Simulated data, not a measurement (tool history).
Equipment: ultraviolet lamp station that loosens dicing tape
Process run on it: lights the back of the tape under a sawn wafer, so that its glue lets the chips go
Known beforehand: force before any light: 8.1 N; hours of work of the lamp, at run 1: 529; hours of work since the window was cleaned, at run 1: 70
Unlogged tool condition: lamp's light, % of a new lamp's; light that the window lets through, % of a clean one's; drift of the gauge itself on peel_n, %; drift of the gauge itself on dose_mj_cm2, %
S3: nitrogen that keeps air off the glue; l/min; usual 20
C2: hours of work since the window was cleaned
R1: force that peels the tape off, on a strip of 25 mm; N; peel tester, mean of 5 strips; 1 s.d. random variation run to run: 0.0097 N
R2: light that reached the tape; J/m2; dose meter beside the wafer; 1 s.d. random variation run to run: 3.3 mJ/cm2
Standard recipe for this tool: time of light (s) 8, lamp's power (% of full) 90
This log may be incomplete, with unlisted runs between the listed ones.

Run 1, hour 0: usual settings; hours of work of the lamp 529; C2 70. Result: R1 0.511 N, R2 4680 J/m2.
Run 2, hour 25.7: usual settings; hours of work of the lamp 542; C2 83. Result: R1 0.494 N, R2 4600 J/m2.
Run 3, hour 49.2: usual settings; hours of work of the lamp 554; C2 95. Result: R1 0.536 N, R2 4540 J/m2.
Run 4, hour 88.8: usual settings; hours of work of the lamp 574; C2 115. Result: R1 0.542 N, R2 4550 J/m2.
Run 5, hour 121: usual settings; hours of work of the lamp 590; C2 131. Result: R1 0.545 N, R2 4540 J/m2.
Run 6, hour 155: usual settings; hours of work of the lamp 607; C2 148. Result: R1 0.563 N, R2 4420 J/m2.
Run 7, hour 184.8: usual settings; hours of work of the lamp 623; C2 163. Result: R1 0.57 N, R2 4390 J/m2.
Run 8, hour 213.8: usual settings; hours of work of the lamp 637; C2 178. Result: R1 0.588 N, R2 4330 J/m2.
Run 9, hour 254: usual settings but S3 15 l/min; hours of work of the lamp 657; C2 198. Result: R1 0.714 N, R2 4300 J/m2.
Run 10, hour 291: usual settings but S3 15 l/min; hours of work of the lamp 676; C2 217. Result: R1 0.703 N, R2 4160 J/m2.
Run 11, hour 318.6: usual settings but S3 15 l/min; hours of work of the lamp 690; C2 231. Result: R1 0.789 N, R2 4190 J/m2.
Run 12, hour 358.5: usual settings but S3 15 l/min; hours of work of the lamp 710; C2 251. Result: R1 0.76 N, R2 4110 J/m2.
Run 13, hour 387.4: usual settings but S3 15 l/min; hours of work of the lamp 725; C2 265. Result: R1 0.799 N, R2 4110 J/m2.
Run 14, hour 422.4: usual settings but time of light (s) 13; hours of work of the lamp 742; C2 283. Result: R1 0.306 N, R2 6610 J/m2.
Run 15, hour 451.2: usual settings but S3 12 l/min; hours of work of the lamp 757; C2 298. Result: R1 0.924 N, R2 4020 J/m2.
Run 16, hour 488.1: usual settings but S3 12 l/min; hours of work of the lamp 775; C2 316. Result: R1 0.952 N, R2 3950 J/m2.
Run 17, hour 511.2: usual settings but S3 12 l/min; hours of work of the lamp 787; C2 328. Result: R1 0.959 N, R2 3930 J/m2.
Run 18, hour 543.2: usual settings; hours of work of the lamp 803; C2 344. Result: R1 0.731 N, R2 3870 J/m2.
At hour 569: window cleaned of glue's vapour.
Run 19, hour 578: usual settings; hours of work of the lamp 820; C2 5. Result: R1 0.81 N, R2 3720 J/m2.
Run 20, hour 610.1: usual settings; hours of work of the lamp 837; C2 21. Result: R1 0.795 N, R2 3680 J/m2.
Run 21, hour 629.4: usual settings; hours of work of the lamp 846; C2 30. Result: R1 0.807 N, R2 3650 J/m2.
At hour 656: window cleaned of glue's vapour, once more.
Run 22, hour 670: usual settings; hours of work of the lamp 867; C2 7. Result: R1 0.543 N, R2 4500 J/m2.
Run 23, hour 710.7: usual settings but time of light (s) 4, lamp's power (% of full) 62, S3 8 l/min; hours of work of the lamp 887; C2 28. Result: R1 3.812 N, R2 1520 J/m2.
Run 24, hour 750.6: usual settings but time of light (s) 13, lamp's power (% of full) 92; hours of work of the lamp 907; C2 48. Result: R1 0.289 N, R2 7210 J/m2.
Run 25, hour 767.5: usual settings but time of light (s) 9, S3 15 l/min; hours of work of the lamp 916; C2 56. Result: R1 0.557 N, R2 4950 J/m2.
Run 26, hour 805.6: usual settings but lamp's power (% of full) 78; hours of work of the lamp 935; C2 75. Result: R1 0.771 N, R2 3720 J/m2.
Run 27, hour 845.9: usual settings but time of light (s) 7, lamp's power (% of full) 83, S3 26 l/min; hours of work of the lamp 955; C2 96. Result: R1 0.821 N, R2 3410 J/m2.
Run 28, hour 886: usual settings but time of light (s) 7, lamp's power (% of full) 83, S3 26 l/min; hours of work of the lamp 975; C2 116. Result: R1 0.837 N, R2 3320 J/m2.
Run 29, hour 913.4: usual settings but time of light (s) 6, lamp's power (% of full) 83, S3 21 l/min; hours of work of the lamp 989; C2 130. Result: R1 1.225 N, R2 2800 J/m2.
Run 30, hour 930.1: usual settings but time of light (s) 6, lamp's power (% of full) 83, S3 21 l/min; hours of work of the lamp 998; C2 138. Result: R1 1.233 N, R2 2850 J/m2.
Run 31, hour 951.1: usual settings but time of light (s) 12, S3 8 l/min; hours of work of the lamp 1008; C2 149. Result: R1 0.521 N, R2 6110 J/m2.
Run 32, hour 983.7: usual settings but S3 11 l/min; hours of work of the lamp 1025; C2 165. Result: R1 0.983 N, R2 4070 J/m2.
Run 33, hour 1020.8: usual settings but S3 11 l/min; hours of work of the lamp 1043; C2 184. Result: R1 0.99 N, R2 4000 J/m2.
Run 34, hour 1038.5: usual settings but lamp's power (% of full) 95; hours of work of the lamp 1052; C2 193. Result: R1 0.626 N, R2 4160 J/m2.
Run 35, hour 1078.2: usual settings but time of light (s) 10, lamp's power (% of full) 74, S3 16 l/min; hours of work of the lamp 1072; C2 213. Result: R1 0.76 N, R2 4010 J/m2.
Run 36, hour 1115.4: usual settings but lamp's power (% of full) 76; hours of work of the lamp 1091; C2 232. Result: R1 1.031 N, R2 3250 J/m2.
Run 37, hour 1140.2: usual settings but lamp's power (% of full) 76; hours of work of the lamp 1104; C2 244. Result: R1 0.996 N, R2 3240 J/m2.
Run 38, hour 1179.3: usual settings but time of light (s) 12, lamp's power (% of full) 98, S3 12 l/min; hours of work of the lamp 1123; C2 264. Result: R1 0.417 N, R2 6170 J/m2.
Run 39, hour 1208.9: usual settings but time of light (s) 12, lamp's power (% of full) 98, S3 12 l/min; hours of work of the lamp 1138; C2 279. Result: R1 0.406 N, R2 6090 J/m2.
Run 40, hour 1238.5: usual settings but lamp's power (% of full) 77, S3 6 l/min; hours of work of the lamp 1153; C2 294. Result: R1 2.059 N, R2 3130 J/m2.
Run 41, hour 1271.4: usual settings but lamp's power (% of full) 77, S3 6 l/min; hours of work of the lamp 1170; C2 310. Result: R1 2.007 N, R2 3080 J/m2.
Run 42, hour 1303: usual settings but S3 13 l/min; hours of work of the lamp 1186; C2 326. Result: R1 1.068 N, R2 3630 J/m2.
Run 43, hour 1326.5: usual settings but time of light (s) 5; hours of work of the lamp 1197; C2 338. Result: R1 1.833 N, R2 2220 J/m2.

Across each entry between runs, compare the hidden state at the last listed run before it with the hidden state at the first listed run after it:
Run 18 -> run 19: window cleaned of glue's vapour (hour 569)
  lamp's light, % of a new lamp's: 87.2 -> 86.9; light that the window lets through, % of a clean one's: 84 -> 81.2
  difference, measured minus the result without the unlogged condition, R1: +0.315 -> +0.38 N; R2: -1420 -> -1540 J/m2
Run 21 -> run 22: window cleaned of glue's vapour, once more (hour 656)
  lamp's light, % of a new lamp's: 86.6 -> 86.3; light that the window lets through, % of a clean one's: 80.1 -> 98.7
  difference, measured minus the result without the unlogged condition, R1: +0.393 -> +0.136 N; R2: -1630 -> -780 J/m2
